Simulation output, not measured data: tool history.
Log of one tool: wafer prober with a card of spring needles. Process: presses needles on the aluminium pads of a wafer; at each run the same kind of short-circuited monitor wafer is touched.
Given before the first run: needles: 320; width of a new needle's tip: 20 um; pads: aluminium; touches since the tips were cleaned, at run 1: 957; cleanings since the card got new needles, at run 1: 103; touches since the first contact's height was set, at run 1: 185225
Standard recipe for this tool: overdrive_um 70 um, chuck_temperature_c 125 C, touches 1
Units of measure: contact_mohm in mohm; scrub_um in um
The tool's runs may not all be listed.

run,hour,overdrive_um,chuck_temperature_c,touches,touches since the tips were cleaned,cleanings since the card got new needles,touches since the first contact's height was set,contact_mohm,scrub_um
1,0.0,70,125,1,957,103,185225,311,10.09
# hour 3.3: tips cleaned on abrasive film
# hour 7.7: tips cleaned on abrasive film
# hour 9.1: height of the first contact set anew
# hour 13.5: tips cleaned on abrasive film
# hour 17.9: tips cleaned on abrasive film
# hour 22.3: tips cleaned on abrasive film
# hour 26.7: tips cleaned on abrasive film
# hour 31.1: tips cleaned on abrasive film
# hour 35.5: tips cleaned on abrasive film
# hour 41.0: tips cleaned on abrasive film
# hour 45.4: tips cleaned on abrasive film
# hour 49.8: tips cleaned on abrasive film
# hour 54.2: tips cleaned on abrasive film
2,56.7,70,125,1,1893,115,35471,316,9.84
# hour 58.9: tips cleaned on abrasive film
# hour 63.3: tips cleaned on abrasive film
# hour 67.7: tips cleaned on abrasive film
# hour 72.1: tips cleaned on abrasive film
# hour 76.5: tips cleaned on abrasive film
# hour 80.9: tips cleaned on abrasive film
# hour 86.4: tips cleaned on abrasive film
# hour 91.9: tips cleaned on abrasive film
# hour 96.3: tips cleaned on abrasive film
3,99.1,70,125,3,2170,124,67125,310,10.07
# hour 101.4: tips cleaned on abrasive film
# hour 105.8: tips cleaned on abrasive film
# hour 110.2: tips cleaned on abrasive film
# hour 114.6: tips cleaned on abrasive film
# hour 120.1: tips cleaned on abrasive film
# hour 125.5: tips cleaned on abrasive film
# hour 129.9: tips cleaned on abrasive film
# hour 134.3: tips cleaned on abrasive film
# hour 138.7: tips cleaned on abrasive film
# hour 143.1: tips cleaned on abrasive film
# hour 147.5: tips cleaned on abrasive film
# hour 151.9: tips cleaned on abrasive film
# hour 156.3: tips cleaned on abrasive film
# hour 161.8: tips cleaned on abrasive film
# hour 166.2: tips cleaned on abrasive film
4,166.3,76,125,1,33,139,117115,308,10.96
# hour 170.7: tips cleaned on abrasive film
# hour 176.2: tips cleaned on abrasive film
# hour 180.6: tips cleaned on abrasive film
# hour 185.0: tips cleaned on abrasive film
# hour 190.4: tips cleaned on abrasive film
# hour 194.8: tips cleaned on abrasive film
# hour 199.2: tips cleaned on abrasive film
# hour 203.6: tips cleaned on abrasive film
# hour 208.0: tips cleaned on abrasive film
# hour 213.5: tips cleaned on abrasive film
# hour 217.9: tips cleaned on abrasive film
# hour 223.4: tips cleaned on abrasive film
# hour 227.8: tips cleaned on abrasive film
# hour 232.2: tips cleaned on abrasive film
# hour 236.6: tips cleaned on abrasive film
# hour 241.0: tips cleaned on abrasive film
5,241.9,76,125,1,710,155,173529,313,10.73
# hour 246.3: tips cleaned on abrasive film
# hour 251.8: tips cleaned on abrasive film
# hour 256.2: tips cleaned on abrasive film
# hour 261.7: tips cleaned on abrasive film
# hour 266.1: tips cleaned on abrasive film
# hour 266.4: height of the first contact set anew
# hour 270.8: tips cleaned on abrasive film
# hour 276.3: tips cleaned on abrasive film
# hour 281.7: tips cleaned on abrasive film
# hour 287.2: tips cleaned on abrasive film
# hour 291.6: tips cleaned on abrasive film
6,292.6,76,125,1,733,165,19569,309,10.89
# hour 297.0: tips cleaned on abrasive film
# hour 301.4: tips cleaned on abrasive film
# hour 305.8: tips cleaned on abrasive film
# hour 310.2: tips cleaned on abrasive film
# hour 322.2: card fitted with new needles
# hour 326.6: tips cleaned on abrasive film
# hour 331.0: tips cleaned on abrasive film
# hour 336.5: tips cleaned on abrasive film
# hour 340.9: tips cleaned on abrasive film
# hour 345.3: tips cleaned on abrasive film
# hour 350.7: tips cleaned on abrasive film
# hour 355.1: tips cleaned on abrasive film
# hour 359.6: tips cleaned on abrasive film
# hour 365.0: tips cleaned on abrasive film
# hour 369.4: tips cleaned on abrasive film
# hour 373.8: tips cleaned on abrasive film
# hour 378.2: tips cleaned on abrasive film
# hour 382.6: tips cleaned on abrasive film
# hour 388.1: tips cleaned on abrasive film
7,389.1,56,37,2,777,14,49915,288,8.00
# hour 393.5: tips cleaned on abrasive film
# hour 397.9: tips cleaned on abrasive film
# hour 402.3: tips cleaned on abrasive film
# hour 407.8: tips cleaned on abrasive film
# hour 412.2: tips cleaned on abrasive film
# hour 417.7: tips cleaned on abrasive film
# hour 422.1: tips cleaned on abrasive film
# hour 426.5: tips cleaned on abrasive film
# hour 430.9: tips cleaned on abrasive film
# hour 436.4: tips cleaned on abrasive film
# hour 440.8: tips cleaned on abrasive film
# hour 446.2: tips cleaned on abrasive film
# hour 450.6: tips cleaned on abrasive film
# hour 455.0: tips cleaned on abrasive film
# hour 459.8: tips cleaned on abrasive film
8,459.8,70,96,2,0,29,102576,303,9.98
# hour 465.2: tips cleaned on abrasive film
# hour 470.7: tips cleaned on abrasive film
# hour 475.1: tips cleaned on abrasive film
# hour 479.5: tips cleaned on abrasive film
# hour 483.9: tips cleaned on abrasive film
# hour 489.4: tips cleaned on abrasive film
# hour 494.9: tips cleaned on abrasive film
# hour 499.3: tips cleaned on abrasive film
# hour 503.7: tips cleaned on abrasive film
# hour 508.1: tips cleaned on abrasive film
# hour 512.5: tips cleaned on abrasive film
# hour 518.0: tips cleaned on abrasive film
# hour 523.4: tips cleaned on abrasive film
# hour 528.9: tips cleaned on abrasive film
# hour 533.3: tips cleaned on abrasive film
# hour 537.7: tips cleaned on abrasive film
# hour 542.1: tips cleaned on abrasive film
9,546.1,70,96,2,3056,46,167054,303,9.84
# hour 547.3: tips cleaned on abrasive film
# hour 551.7: tips cleaned on abrasive film
# hour 557.2: tips cleaned on abrasive film
# hour 562.7: tips cleaned on abrasive film
# hour 567.1: tips cleaned on abrasive film
# hour 572.5: tips cleaned on abrasive film
# hour 576.9: tips cleaned on abrasive film
# hour 579.4: height of the first contact set anew
# hour 581.6: tips cleaned on abrasive film
# hour 586.0: tips cleaned on abrasive film
# hour 590.4: tips cleaned on abrasive film
# hour 595.9: tips cleaned on abrasive film
# hour 601.4: tips cleaned on abrasive film
# hour 605.8: tips cleaned on abrasive film
10,607.9,69,26,2,1576,59,21231,287,9.87
# hour 611.2: tips cleaned on abrasive film
# hour 615.6: tips cleaned on abrasive film
# hour 620.0: tips cleaned on abrasive film
# hour 624.4: tips cleaned on abrasive film
# hour 628.8: tips cleaned on abrasive film
# hour 633.2: tips cleaned on abrasive film
# hour 637.6: tips cleaned on abrasive film
# hour 643.1: tips cleaned on abrasive film
# hour 647.5: tips cleaned on abrasive film
# hour 651.9: tips cleaned on abrasive film
# hour 656.3: tips cleaned on abrasive film
# hour 660.7: tips cleaned on abrasive film
# hour 666.1: tips cleaned on abrasive film
# hour 671.6: tips cleaned on abrasive film
# hour 676.0: tips cleaned on abrasive film
# hour 680.4: tips cleaned on abrasive film
# hour 684.8: tips cleaned on abrasive film
# hour 690.3: tips cleaned on abrasive film
# hour 694.7: tips cleaned on abrasive film
# hour 700.2: tips cleaned on abrasive film
11,700.3,69,26,2,95,79,90118,281,9.94

4 ways to go on from here, each from the tool as it stands after run 11. What would each give?
# hour 704.7: tips cleaned on abrasive film
# hour 709.1: tips cleaned on abrasive film
# hour 713.5: tips cleaned on abrasive film
# hour 719.0: tips cleaned on abrasive film
# hour 724.5: tips cleaned on abrasive film
# hour 729.9: tips cleaned on abrasive film
# hour 734.3: tips cleaned on abrasive film
# hour 738.7: tips cleaned on abrasive film
# hour 743.1: tips cleaned on abrasive film
# hour 747.5: tips cleaned on abrasive film
# hour 751.9: tips cleaned on abrasive film
# hour 757.4: tips cleaned on abrasive film
# hour 761.8: tips cleaned on abrasive film
# hour 766.2: tips cleaned on abrasive film
# hour 770.6: tips cleaned on abrasive film
# hour 775.0: tips cleaned on abrasive film
# hour 779.4: tips cleaned on abrasive film
A,782.4,57,125,1,2256,96,151343,?,?
# hour 704.7: tips cleaned on abrasive film
# hour 709.1: tips cleaned on abrasive film
# hour 713.5: tips cleaned on abrasive film
# hour 719.0: tips cleaned on abrasive film
# hour 724.5: tips cleaned on abrasive film
# hour 729.9: tips cleaned on abrasive film
# hour 734.3: tips cleaned on abrasive film
# hour 738.7: tips cleaned on abrasive film
# hour 743.1: tips cleaned on abrasive film
# hour 747.5: tips cleaned on abrasive film
# hour 751.9: tips cleaned on abrasive film
# hour 757.4: tips cleaned on abrasive film
# hour 761.8: tips cleaned on abrasive film
# hour 766.2: tips cleaned on abrasive film
# hour 770.6: tips cleaned on abrasive film
# hour 775.0: tips cleaned on abrasive film
# hour 779.4: tips cleaned on abrasive film
B,782.4,70,80,1,2256,96,151343,?,?
# hour 704.7: tips cleaned on abrasive film
# hour 709.1: tips cleaned on abrasive film
# hour 713.5: tips cleaned on abrasive film
# hour 719.0: tips cleaned on abrasive film
# hour 724.5: tips cleaned on abrasive film
# hour 729.9: tips cleaned on abrasive film
# hour 734.3: tips cleaned on abrasive film
# hour 738.7: tips cleaned on abrasive film
# hour 743.1: tips cleaned on abrasive film
# hour 747.5: tips cleaned on abrasive film
# hour 751.9: tips cleaned on abrasive film
# hour 757.4: tips cleaned on abrasive film
# hour 761.8: tips cleaned on abrasive film
# hour 766.2: tips cleaned on abrasive film
# hour 770.6: tips cleaned on abrasive film
# hour 775.0: tips cleaned on abrasive film
# hour 779.4: tips cleaned on abrasive film
C,782.4,78,41,2,2256,96,151343,?,?
# hour 704.7: tips cleaned on abrasive film
# hour 709.1: tips cleaned on abrasive film
# hour 713.5: tips cleaned on abrasive film
# hour 719.0: tips cleaned on abrasive film
# hour 724.5: tips cleaned on abrasive film
# hour 729.9: tips cleaned on abrasive film
# hour 734.3: tips cleaned on abrasive film
# hour 738.7: tips cleaned on abrasive film
# hour 743.1: tips cleaned on abrasive film
# hour 747.5: tips cleaned on abrasive film
# hour 751.9: tips cleaned on abrasive film
# hour 757.4: tips cleaned on abrasive film
# hour 761.8: tips cleaned on abrasive film
# hour 766.2: tips cleaned on abrasive film
# hour 770.6: tips cleaned on abrasive film
# hour 775.0: tips cleaned on abrasive film
# hour 779.4: tips cleaned on abrasive film
D,782.4,59,47,1,2256,96,151343,?,?

run,contact_mohm,scrub_um
A,321,8.16
B,301,9.99
C,285,11.12
D,292,8.25
Take away the tool's hidden state, keep each run's random variation, and the runs would have read:
run,contact_mohm,scrub_um
A,321,8.16
B,301,9.99
C,285,11.12
D,291,8.25
